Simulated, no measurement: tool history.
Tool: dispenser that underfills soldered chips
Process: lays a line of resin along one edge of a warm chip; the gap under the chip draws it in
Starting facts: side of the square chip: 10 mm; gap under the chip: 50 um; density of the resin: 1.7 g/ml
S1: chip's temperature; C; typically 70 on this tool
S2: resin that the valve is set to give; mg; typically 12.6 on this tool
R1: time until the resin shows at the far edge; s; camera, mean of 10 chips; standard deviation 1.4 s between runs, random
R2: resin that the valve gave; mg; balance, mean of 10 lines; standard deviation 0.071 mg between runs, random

run 1 hour=0.0 | S1=70 S2=12.6 | R1=170.2 R2=11.91
-- hour=2.2 new syringe of resin
run 2 hour=5.3 | S1=70 S2=12.6 | R1=154.0 R2=11.89
run 3 hour=9.1 | S1=70 S2=12.6 | R1=171.1 R2=11.73
-- hour=10.2 new syringe of resin
run 4 hour=12.4 | S1=70 S2=12.6 | R1=150.9 R2=11.84
run 5 hour=17.5 | S1=76 S2=12.6 | R1=142.3 R2=11.73
-- hour=18.2 new syringe of resin
run 6 hour=21.9 | S1=72 S2=12.6 | R1=141.5 R2=11.76
run 7 hour=24.4 | S1=72 S2=12.6 | R1=157.6 R2=11.71
-- hour=26.1 new syringe of resin
run 8 hour=29.5 | S1=72 S2=12.6 | R1=144.7 R2=11.83
run 9 hour=32.1 | S1=70 S2=10.8 | R1=173.2 R2=10.03
-- hour=34.1 new syringe of resin
run 10 hour=36.8 | S1=70 S2=10.8 | R1=160.7 R2=9.97
run 11 hour=40.1 | S1=57 S2=11.5 | R1=280.3 R2=10.56
-- hour=41.9 dispensing valve cleaned and set on the balance
-- hour=43.0 new syringe of resin
run 12 hour=45.9 | S1=83 S2=13.3 | R1=95.6 R2=13.15
run 13 hour=48.3 | S1=83 S2=13.3 | R1=102.1 R2=13.16
-- hour=50.8 new syringe of resin
run 14 hour=53.6 | S1=83 S2=13.3 | R1=97.2 R2=13.22
run 15 hour=56.5 | S1=83 S2=13.3 | R1=106.6 R2=13.06
-- hour=58.6 new syringe of resin
run 16 hour=61.5 | S1=83 S2=13.3 | R1=95.0 R2=12.96
-- hour=66.8 new syringe of resin
run 17 hour=67.5 | S1=63 S2=15.7 | R1=173.5 R2=15.48

Predict each of these 5 candidate next runs independently; none follows another, all start after run 17:
run A hour=72.7 | S1=60 S2=11.5 | R1=? R2=?
run B hour=72.7 | S1=68 S2=11.2 | R1=? R2=?
run C hour=72.7 | S1=76 S2=15.6 | R1=? R2=?
run D hour=72.7 | S1=65 S2=12.6 | R1=? R2=?
run E hour=72.7 | S1=81 S2=11.4 | R1=? R2=?

run=A R1=243.0 R2=11.22
run=B R1=185.0 R2=11.01
run=C R1=132.3 R2=15.28
run=D R1=195.0 R2=12.33
run=E R1=117.0 R2=11.23
Take away the tool's hidden state, keep each run's random variation, and the runs would have read:
run=A R1=204.3 R2=11.45
run=B R1=155.4 R2=11.24
run=C R1=111.5 R2=15.60
run=D R1=164.2 R2=12.59
run=E R1=98.2 R2=11.46
